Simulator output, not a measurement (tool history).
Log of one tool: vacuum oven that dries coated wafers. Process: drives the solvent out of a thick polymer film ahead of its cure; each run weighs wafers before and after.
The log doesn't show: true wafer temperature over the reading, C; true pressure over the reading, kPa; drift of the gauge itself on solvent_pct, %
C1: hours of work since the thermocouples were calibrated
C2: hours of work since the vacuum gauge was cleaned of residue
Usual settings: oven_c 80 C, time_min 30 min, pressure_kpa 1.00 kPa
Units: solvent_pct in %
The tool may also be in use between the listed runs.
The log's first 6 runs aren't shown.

{"run": 7, "day": 3.679, "oven_c": 81, "time_min": 30, "pressure_kpa": 1.0, "C1": 81, "C2": 657, "solvent_pct": 3.07}
{"run": 8, "day": 4.212, "oven_c": 83, "time_min": 30, "pressure_kpa": 1.0, "C1": 87, "C2": 663, "solvent_pct": 2.6}
{"run": 9, "day": 4.954, "oven_c": 83, "time_min": 30, "pressure_kpa": 1.0, "C1": 95, "C2": 671, "solvent_pct": 2.57}
{"run": 10, "day": 5.625, "oven_c": 83, "time_min": 30, "pressure_kpa": 1.0, "C1": 102, "C2": 678, "solvent_pct": 2.56}
{"run": 11, "day": 6.229, "oven_c": 83, "time_min": 30, "pressure_kpa": 1.0, "C1": 108, "C2": 684, "solvent_pct": 2.63}
{"run": 12, "day": 6.917, "oven_c": 95, "time_min": 30, "pressure_kpa": 1.0, "C1": 116, "C2": 692, "solvent_pct": 0.8}
{"run": 13, "day": 7.296, "oven_c": 81, "time_min": 30, "pressure_kpa": 1.0, "C1": 120, "C2": 696, "solvent_pct": 3.17}
{"run": 14, "day": 8.038, "oven_c": 80, "time_min": 30, "pressure_kpa": 1.0, "C1": 128, "C2": 704, "solvent_pct": 3.36}
{"run": 15, "day": 8.596, "oven_c": 80, "time_min": 30, "pressure_kpa": 1.0, "C1": 134, "C2": 710, "solvent_pct": 3.45}
{"run": 16, "day": 9.104, "oven_c": 84, "time_min": 26, "pressure_kpa": 1.31, "C1": 139, "C2": 715, "solvent_pct": 2.99}
{"run": 17, "day": 9.888, "oven_c": 84, "time_min": 26, "pressure_kpa": 1.31, "C1": 147, "C2": 723, "solvent_pct": 3.03}
{"run": 18, "day": 10.754, "oven_c": 84, "time_min": 26, "pressure_kpa": 1.31, "C1": 157, "C2": 733, "solvent_pct": 3.01}
{"run": 19, "day": 11.167, "oven_c": 80, "time_min": 45, "pressure_kpa": 1.69, "C1": 161, "C2": 737, "solvent_pct": 2.9}
{"run": 20, "day": 11.988, "oven_c": 80, "time_min": 34, "pressure_kpa": 1.0, "C1": 170, "C2": 746, "solvent_pct": 2.93}
{"run": 21, "day": 12.533, "oven_c": 83, "time_min": 45, "pressure_kpa": 3.13, "C1": 176, "C2": 752, "solvent_pct": 3.51}
{"run": 22, "day": 13.304, "oven_c": 83, "time_min": 45, "pressure_kpa": 3.13, "C1": 184, "C2": 760, "solvent_pct": 3.5}
{"run": 23, "day": 13.846, "oven_c": 66, "time_min": 30, "pressure_kpa": 0.59, "C1": 190, "C2": 766, "solvent_pct": 7.4}
{"run": 24, "day": 14.679, "oven_c": 91, "time_min": 20, "pressure_kpa": 0.59, "C1": 198, "C2": 775, "solvent_pct": 1.87}
{"run": 25, "day": 15.083, "oven_c": 93, "time_min": 20, "pressure_kpa": 1.51, "C1": 203, "C2": 779, "solvent_pct": 2.08}
{"run": 26, "day": 15.9, "oven_c": 93, "time_min": 20, "pressure_kpa": 1.51, "C1": 211, "C2": 788, "solvent_pct": 2.08}
{"run": 27, "day": 16.321, "oven_c": 80, "time_min": 44, "pressure_kpa": 0.57, "C1": 216, "C2": 792, "solvent_pct": 1.92}
{"run": 28, "day": 16.692, "oven_c": 80, "time_min": 44, "pressure_kpa": 0.57, "C1": 220, "C2": 796, "solvent_pct": 1.83}
{"run": 29, "day": 17.538, "oven_c": 79, "time_min": 30, "pressure_kpa": 1.65, "C1": 229, "C2": 805, "solvent_pct": 4.28}
{"run": 30, "day": 18.367, "oven_c": 94, "time_min": 30, "pressure_kpa": 1.72, "C1": 238, "C2": 814, "solvent_pct": 1.34}

4 ways to go on from here, each from the tool as it stands after run 30. What would each give?
{"run": "A", "day": 19.029, "oven_c": 94, "time_min": 52, "pressure_kpa": 1.93, "C1": 245, "C2": 821, "solvent_pct": "?"}
{"run": "B", "day": 19.029, "oven_c": 94, "time_min": 30, "pressure_kpa": 2.26, "C1": 245, "C2": 821, "solvent_pct": "?"}
{"run": "C", "day": 19.029, "oven_c": 80, "time_min": 17, "pressure_kpa": 1.0, "C1": 245, "C2": 821, "solvent_pct": "?"}
{"run": "D", "day": 19.029, "oven_c": 93, "time_min": 37, "pressure_kpa": 1.72, "C1": 245, "C2": 821, "solvent_pct": "?"}

run=A solvent_pct=1.32
run=B solvent_pct=1.73
run=C solvent_pct=5.56
run=D solvent_pct=1.34
Without the tool's hidden state the same runs would have given:
run=A solvent_pct=1.14
run=B solvent_pct=1.48
run=C solvent_pct=5.01
run=D solvent_pct=1.12
